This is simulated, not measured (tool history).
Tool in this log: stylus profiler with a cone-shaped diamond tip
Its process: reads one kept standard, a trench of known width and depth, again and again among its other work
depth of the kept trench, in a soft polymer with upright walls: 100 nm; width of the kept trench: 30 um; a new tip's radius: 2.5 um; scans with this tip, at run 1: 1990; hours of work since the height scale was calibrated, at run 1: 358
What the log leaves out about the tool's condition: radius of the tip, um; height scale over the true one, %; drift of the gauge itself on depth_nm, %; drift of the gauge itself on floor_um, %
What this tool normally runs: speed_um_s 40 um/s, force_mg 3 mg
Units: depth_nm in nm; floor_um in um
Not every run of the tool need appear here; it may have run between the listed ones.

run   hour  speed_um_s  force_mg  scans with this tip  hours of work since the height scale was calibrated  depth_nm  floor_um
  1      0          40         3                 1990                                                  358    101.16     28.26
  2   29.2          40         3                 2076                                                  373    101.19     28.34
  3   45.8          40         3                 2125                                                  382    101.14     28.34
  4   73.2          40         3                 2206                                                  397    101.21     28.35
  5  105.8          40         3                 2302                                                  414    101.16     28.36
  6  120.3          40         3                 2345                                                  422    101.14     28.27
  7  152.1          40         3                 2438                                                  438    101.26     28.35
  8  181.6          10         3                 2525                                                  454    101.16     28.44
  9  202.8          10         3                 2587                                                  465    101.17     28.38
 10  219.2          40         3                 2636                                                  474    101.23     28.35
 11  241.8          40         3                 2702                                                  486    101.16     28.39
 12  269.4          40         3                 2784                                                  500    101.26     28.29
 13  292.5          40         3                 2851                                                  513    101.22      28.3
 14  321.6          25         3                 2937                                                  528    101.23     28.37
 15  342.3          25         3                 2998                                                  539    101.19     28.34
 16  364.9          73         3                 3065                                                  551    101.17     28.23
 17  388.5          40      3.26                 3134                                                  564    101.23     28.31
 18  415.5          49         3                 3214                                                  578    101.24     28.25
 19  445.4          49         3                 3302                                                  594    101.25     28.31
 20  471.4          49         3                 3378                                                  607    101.27     28.24
 21  498.1          49         3                 3457                                                  622     101.3     28.25
 22  521.3          49         3                 3525                                                  634    101.25     28.27
 23  550.1          49         3                 3610                                                  649    101.29     28.22
 24  575.9          38      7.93                 3686                                                  663    102.16     28.37

The next listed run, before its measurement:
 25  591.4          37      5.06                 3731                                                  671         ?         ?

depth_nm: 101.71 nm
floor_um: 28.29 um
With the hidden condition absent and the run-to-run variation left alone, this run would have shown depth_nm 101.33 nm, floor_um 28.51 um.
